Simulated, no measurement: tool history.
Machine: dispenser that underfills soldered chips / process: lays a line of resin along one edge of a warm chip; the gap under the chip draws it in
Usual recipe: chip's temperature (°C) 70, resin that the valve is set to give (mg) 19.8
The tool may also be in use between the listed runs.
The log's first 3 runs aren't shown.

| run | hour | chip's temperature (°C) | resin that the valve is set to give (mg) | hours of work since the syringe was changed | hours of work since the valve was cleaned | hours of work since the stage was calibrated | time until the resin shows at the far edge (s) | resin that the valve gave (mg) |
|---|---|---|---|---|---|---|---|---|
|  | 37.4 | new syringe of resin |
|  | 40.3 | dispensing valve cleaned and set on the balance |
| 4 | 48.5 | 70 | 19.8 | 6 | 5 | 89 | 750.4 | 19.72 |
|  | 51.5 | new syringe of resin |
|  | 65.1 | new syringe of resin |
| 5 | 65.5 | 70 | 19.8 | 0 | 15 | 99 | 496.4 | 19.55 |
|  | 78.0 | new syringe of resin |
| 6 | 78.7 | 70 | 19.8 | 0 | 23 | 107 | 488.3 | 19.54 |
| 7 | 89.6 | 70 | 19.8 | 7 | 30 | 114 | 754.7 | 19.44 |
|  | 90.8 | new syringe of resin |
| 8 | 99.8 | 58 | 19.8 | 6 | 36 | 120 | 1355.2 | 19.35 |
|  | 104.2 | new syringe of resin |
| 9 | 114.2 | 77 | 19.8 | 6 | 45 | 129 | 507.6 | 19.33 |
|  | 117.0 | new syringe of resin |
|  | 123.6 | dispensing valve cleaned and set on the balance |
| 10 | 123.6 | 77 | 19.8 | 3 | 0 | 134 | 408.2 | 19.83 |
|  | 131.3 | new syringe of resin |
| 11 | 137.2 | 77 | 19.8 | 4 | 8 | 142 | 417.4 | 19.72 |
|  | 144.1 | new syringe of resin |
| 12 | 149.1 | 77 | 19.8 | 3 | 16 | 149 | 406.2 | 19.61 |
|  | 157.0 | new syringe of resin |
| 13 | 162.1 | 70 | 18.5 | 3 | 23 | 157 | 596.4 | 18.31 |
|  | 169.3 | new syringe of resin |
| 14 | 175.7 | 78 | 18.5 | 4 | 32 | 166 | 415.9 | 18.26 |
|  | 181.9 | new syringe of resin |
| 15 | 188.8 | 70 | 19.8 | 4 | 40 | 173 | 640.7 | 19.40 |
|  | 194.9 | new syringe of resin |
| 16 | 205.1 | 70 | 19.8 | 6 | 50 | 183 | 731.9 | 19.27 |
|  | 207.5 | dispensing valve cleaned and set on the balance |
|  | 208.6 | new syringe of resin |
|  | 222.0 | new syringe of resin |
| 17 | 223.8 | 70 | 19.8 | 1 | 10 | 194 | 509.6 | 19.68 |
| 18 | 232.9 | 56 | 20.3 | 7 | 15 | 200 | 1591.3 | 20.14 |
|  | 235.6 | new syringe of resin |
| 19 | 247.6 | 56 | 20.3 | 7 | 24 | 209 | 1766.4 | 19.96 |
|  | 249.2 | new syringe of resin |
| 20 | 256.7 | 83 | 18.5 | 5 | 30 | 214 | 342.2 | 18.18 |
|  | 261.7 | new syringe of resin |
| 21 | 268.7 | 80 | 24.1 | 4 | 37 | 221 | 379.4 | 23.52 |
|  | 274.2 | new syringe of resin |
| 22 | 280.2 | 58 | 19.0 | 4 | 44 | 228 | 1216.8 | 18.50 |
|  | 287.4 | new syringe of resin |
| 23 | 288.5 | 58 | 19.0 | 1 | 49 | 233 | 1031.5 | 18.46 |
|  | 291.8 | dispensing valve cleaned and set on the balance |
| 24 | 299.4 | 58 | 19.0 | 7 | 5 | 240 | 1514.9 | 19.08 |
|  | 301.2 | new syringe of resin |
|  | 313.8 | new syringe of resin |
| 25 | 313.8 | 58 | 19.0 | 0 | 13 | 248 | 990.5 | 18.87 |

What will run 26 give?
|  | 326.8 | new syringe of resin |
| 26 | 331.3 | 58 | 19.0 | 3 | 24 | 259 | ? | ? |

{"run 26": {"time until the resin shows at the far edge (s)": 1133.6, "resin that the valve gave (mg)": 18.79}}
Had the tool carried no hidden state, the very same run would have given time until the resin shows at the far edge (s) 937.4, resin that the valve gave (mg) 18.97.

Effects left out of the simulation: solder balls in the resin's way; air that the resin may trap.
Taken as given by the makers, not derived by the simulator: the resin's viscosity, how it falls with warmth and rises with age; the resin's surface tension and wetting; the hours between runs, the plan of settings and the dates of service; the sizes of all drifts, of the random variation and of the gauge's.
